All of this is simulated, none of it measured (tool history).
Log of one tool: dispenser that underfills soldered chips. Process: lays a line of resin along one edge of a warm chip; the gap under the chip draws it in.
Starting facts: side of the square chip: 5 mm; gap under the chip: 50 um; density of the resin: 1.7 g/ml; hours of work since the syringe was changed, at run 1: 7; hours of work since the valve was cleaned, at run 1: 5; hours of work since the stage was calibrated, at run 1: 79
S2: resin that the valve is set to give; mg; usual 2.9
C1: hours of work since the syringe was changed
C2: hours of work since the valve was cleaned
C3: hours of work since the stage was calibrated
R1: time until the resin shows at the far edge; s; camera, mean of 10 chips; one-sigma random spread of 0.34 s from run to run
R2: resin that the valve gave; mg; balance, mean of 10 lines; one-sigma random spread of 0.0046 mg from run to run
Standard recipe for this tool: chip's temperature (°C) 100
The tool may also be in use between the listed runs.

Run 1, hour 0: usual settings; C1 7; C2 5; C3 79. Result: R1 19.9 s, R2 2.883 mg.
At hour 2.2: new syringe of resin.
Run 2, hour 3.6: usual settings; C1 1; C2 7; C3 81. Result: R1 17.2 s, R2 2.875 mg.
Run 3, hour 8.9: usual settings; C1 5; C2 11; C3 85. Result: R1 18.5 s, R2 2.885 mg.
Run 4, hour 11.8: usual settings but chip's temperature (°C) 96; C1 7; C2 13; C3 87. Result: R1 24 s, R2 2.874 mg.
At hour 13.7: new syringe of resin.
Run 5, hour 16.4: usual settings but chip's temperature (°C) 86; C1 2; C2 16; C3 90. Result: R1 29.4 s, R2 2.873 mg.
Run 6, hour 18.8: usual settings but S2 2.6 mg; C1 4; C2 18; C3 92. Result: R1 19 s, R2 2.574 mg.
Run 7, hour 23.3: usual settings; C1 7; C2 21; C3 95. Result: R1 20.2 s, R2 2.862 mg.
At hour 25: new syringe of resin.
Run 8, hour 28: usual settings; C1 2; C2 24; C3 98. Result: R1 18.2 s, R2 2.862 mg.
Run 9, hour 32: usual settings but S2 3.19 mg; C1 5; C2 27; C3 101. Result: R1 19.6 s, R2 3.142 mg.
Run 10, hour 34.8: usual settings but S2 3.19 mg; C1 7; C2 29; C3 103. Result: R1 21.3 s, R2 3.133 mg.
At hour 36.4: new syringe of resin.
Run 11, hour 39.9: usual settings but S2 3.38 mg; C1 3; C2 33; C3 107. Result: R1 17.8 s, R2 3.326 mg.
Run 12, hour 43.4: usual settings but S2 2.67 mg; C1 5; C2 35; C3 109. Result: R1 20.3 s, R2 2.613 mg.
Run 13, hour 46.2: usual settings but chip's temperature (°C) 97, S2 2.67 mg; C1 7; C2 37; C3 111. Result: R1 23.3 s, R2 2.608 mg.
At hour 48.1: new syringe of resin.
Run 14, hour 48.8: usual settings but chip's temperature (°C) 97, S2 2.73 mg; C1 1; C2 39; C3 113. Result: R1 19.5 s, R2 2.664 mg.
Run 15, hour 53.3: usual settings but S2 2.88 mg; C1 4; C2 42; C3 116. Result: R1 18.6 s, R2 2.81 mg.
Run 16, hour 55.6: usual settings but S2 2.88 mg; C1 5; C2 44; C3 118. Result: R1 19.9 s, R2 2.808 mg.
At hour 59.3: new syringe of resin.
Run 17, hour 59.7: usual settings but S2 2.88 mg; C1 0; C2 46; C3 121. Result: R1 17.1 s, R2 2.804 mg.
Run 18, hour 63.4: usual settings but S2 2.88 mg; C1 3; C2 49; C3 123. Result: R1 18.8 s, R2 2.802 mg.
Run 19, hour 68.8: usual settings but S2 2.88 mg; C1 7; C2 53; C3 127. Result: R1 20.4 s, R2 2.791 mg.
At hour 70.9: new syringe of resin.
Run 20, hour 71.6: usual settings but S2 2.88 mg; C1 0; C2 55; C3 129. Result: R1 17.2 s, R2 2.793 mg.
At hour 73.7: dispensing valve cleaned and set on the balance.
Run 21, hour 77.4: usual settings but chip's temperature (°C) 103, S2 3.18 mg; C1 4; C2 3; C3 132. Result: R1 16.8 s, R2 3.168 mg.
Run 22, hour 80.8: usual settings but chip's temperature (°C) 98, S2 2.79 mg; C1 6; C2 5; C3 135. Result: R1 22.2 s, R2 2.778 mg.
At hour 83.4: new syringe of resin.
Run 23, hour 83.9: usual settings but chip's temperature (°C) 98, S2 2.79 mg; C1 0; C2 7; C3 137. Result: R1 17.7 s, R2 2.771 mg.
Run 24, hour 87.4: usual settings but chip's temperature (°C) 98, S2 2.79 mg; C1 3; C2 10; C3 139. Result: R1 20.1 s, R2 2.775 mg.
Run 25, hour 90.9: usual settings but chip's temperature (°C) 88, S2 3.35 mg; C1 5; C2 12; C3 142. Result: R1 30.7 s, R2 3.316 mg.
At hour 94.9: new syringe of resin.
Run 26, hour 96.4: usual settings but chip's temperature (°C) 98, S2 2.87 mg; C1 1; C2 16; C3 146. Result: R1 18.3 s, R2 2.85 mg.
Run 27, hour 99.4: usual settings but chip's temperature (°C) 98, S2 2.87 mg; C1 3; C2 18; C3 148. Result: R1 20.1 s, R2 2.843 mg.
Run 28, hour 102.6: usual settings but chip's temperature (°C) 98, S2 2.87 mg; C1 6; C2 20; C3 150. Result: R1 20.7 s, R2 2.835 mg.
At hour 106.2: new syringe of resin.
Run 29, hour 106.2: usual settings but chip's temperature (°C) 98, S2 2.87 mg; C1 0; C2 23; C3 152. Result: R1 18.3 s, R2 2.826 mg.
Run 30, hour 109.1: usual settings but chip's temperature (°C) 98, S2 2.87 mg; C1 2; C2 25; C3 155. Result: R1 18.8 s, R2 2.828 mg.
Run 31, hour 114.5: usual settings but chip's temperature (°C) 110, S2 3.33 mg; C1 6; C2 29; C3 158. Result: R1 13.9 s, R2 3.275 mg.
At hour 117.6: new syringe of resin.
Run 32, hour 117.6: usual settings but chip's temperature (°C) 110, S2 3.33 mg; C1 0; C2 31; C3 160. Result: R1 11.5 s, R2 3.265 mg.
Run 33, hour 120.9: usual settings but S2 2.87 mg; C1 2; C2 33; C3 163. Result: R1 18.3 s, R2 2.811 mg.
Run 34, hour 123.9: usual settings but chip's temperature (°C) 107, S2 3.55 mg; C1 5; C2 35; C3 165. Result: R1 14.4 s, R2 3.479 mg.
At hour 129: new syringe of resin.
Run 35, hour 129: usual settings but chip's temperature (°C) 107, S2 3.04 mg; C1 0; C2 39; C3 168. Result: R1 12.9 s, R2 2.977 mg.
Run 36, hour 132.3: usual settings but chip's temperature (°C) 107, S2 3.04 mg; C1 2; C2 41; C3 171. Result: R1 14.1 s, R2 2.973 mg.

For each entry between runs, how does the tool's hidden state at the last listed run before it compare with that at the first listed run after it?
Logged between run 1 and run 2: new syringe of resin (hour 2.2)
  resin's viscosity, % of fresh resin's: 122.4 -> 104.3; dose that the valve gives, % of what is set: 99.5 -> 99.38; true chip temperature over the reading, C: -0.23 -> -0.24
  measured result minus the result with no hidden state, R1: +3.8 -> +0.9 s; R2: -0.014 -> -0.018 mg
Logged between run 4 and run 5: new syringe of resin (hour 13.7)
  resin's viscosity, % of fresh resin's: 125.1 -> 105.3; dose that the valve gives, % of what is set: 99.06 -> 98.9; true chip temperature over the reading, C: -0.28 -> -0.3
  measured result minus the result with no hidden state, R1: +5 -> +1.9 s; R2: -0.028 -> -0.032 mg
Logged between run 7 and run 8: new syringe of resin (hour 25)
  resin's viscosity, % of fresh resin's: 122.8 -> 108.9; dose that the valve gives, % of what is set: 98.66 -> 98.5; true chip temperature over the reading, C: -0.33 -> -0.35
  measured result minus the result with no hidden state, R1: +4 -> +1.7 s; R2: -0.039 -> -0.044 mg
Logged between run 10 and run 11: new syringe of resin (hour 36.4)
  resin's viscosity, % of fresh resin's: 126.6 -> 109.3; dose that the valve gives, % of what is set: 98.25 -> 98.07; true chip temperature over the reading, C: -0.38 -> -0.4
  measured result minus the result with no hidden state, R1: +4.6 -> +1.7 s; R2: -0.056 -> -0.065 mg
Logged between run 13 and run 14: new syringe of resin (hour 48.1)
  resin's viscosity, % of fresh resin's: 125.7 -> 100.6; dose that the valve gives, % of what is set: 97.82 -> 97.75; true chip temperature over the reading, C: -0.43 -> -0.44
  measured result minus the result with no hidden state, R1: +5.3 -> +0.6 s; R2: -0.058 -> -0.062 mg
Logged between run 16 and run 17: new syringe of resin (hour 59.3)
  resin's viscosity, % of fresh resin's: 117.1 -> 100; dose that the valve gives, % of what is set: 97.49 -> 97.35; true chip temperature over the reading, C: -0.48 -> -0.49
  measured result minus the result with no hidden state, R1: +3.3 -> +0.4 s; R2: -0.072 -> -0.077 mg
Logged between run 19 and run 20: new syringe of resin (hour 70.9)
  resin's viscosity, % of fresh resin's: 122.2 -> 100.4; dose that the valve gives, % of what is set: 97.01 -> 96.92; true chip temperature over the reading, C: -0.54 -> -0.55
  measured result minus the result with no hidden state, R1: +4.2 -> +0.5 s; R2: -0.086 -> -0.089 mg
Logged between run 20 and run 21: dispensing valve cleaned and set on the balance (hour 73.7)
  resin's viscosity, % of fresh resin's: 100.4 -> 111.7; dose that the valve gives, % of what is set: 96.92 -> 99.7; true chip temperature over the reading, C: -0.55 -> -0.57
  measured result minus the result with no hidden state, R1: +0.5 -> +2 s; R2: -0.089 -> -0.01 mg
Logged between run 22 and run 23: new syringe of resin (hour 83.4)
  resin's viscosity, % of fresh resin's: 120.5 -> 102.1; dose that the valve gives, % of what is set: 99.57 -> 99.46; true chip temperature over the reading, C: -0.58 -> -0.6
  measured result minus the result with no hidden state, R1: +4.1 -> +0.8 s; R2: -0.012 -> -0.015 mg
Logged between run 25 and run 26: new syringe of resin (hour 94.9)
  resin's viscosity, % of fresh resin's: 119 -> 102.3; dose that the valve gives, % of what is set: 99.2 -> 99; true chip temperature over the reading, C: -0.63 -> -0.65
  measured result minus the result with no hidden state, R1: +5.5 -> +0.9 s; R2: -0.027 -> -0.029 mg
Logged between run 28 and run 29: new syringe of resin (hour 106.2)
  resin's viscosity, % of fresh resin's: 117.3 -> 100.9; dose that the valve gives, % of what is set: 98.78 -> 98.67; true chip temperature over the reading, C: -0.68 -> -0.7
  measured result minus the result with no hidden state, R1: +3.7 -> +0.7 s; R2: -0.035 -> -0.039 mg
Logged between run 31 and run 32: new syringe of resin (hour 117.6)
  resin's viscosity, % of fresh resin's: 121.4 -> 100; dose that the valve gives, % of what is set: 98.36 -> 98.26; true chip temperature over the reading, C: -0.74 -> -0.75
  measured result minus the result with no hidden state, R1: +2.7 -> +0.3 s; R2: -0.055 -> -0.058 mg
Logged between run 34 and run 35: new syringe of resin (hour 129)
  resin's viscosity, % of fresh resin's: 115 -> 100.1; dose that the valve gives, % of what is set: 98.02 -> 97.85; true chip temperature over the reading, C: -0.78 -> -0.8
  measured result minus the result with no hidden state, R1: +2.2 -> +0.4 s; R2: -0.07 -> -0.066 mg

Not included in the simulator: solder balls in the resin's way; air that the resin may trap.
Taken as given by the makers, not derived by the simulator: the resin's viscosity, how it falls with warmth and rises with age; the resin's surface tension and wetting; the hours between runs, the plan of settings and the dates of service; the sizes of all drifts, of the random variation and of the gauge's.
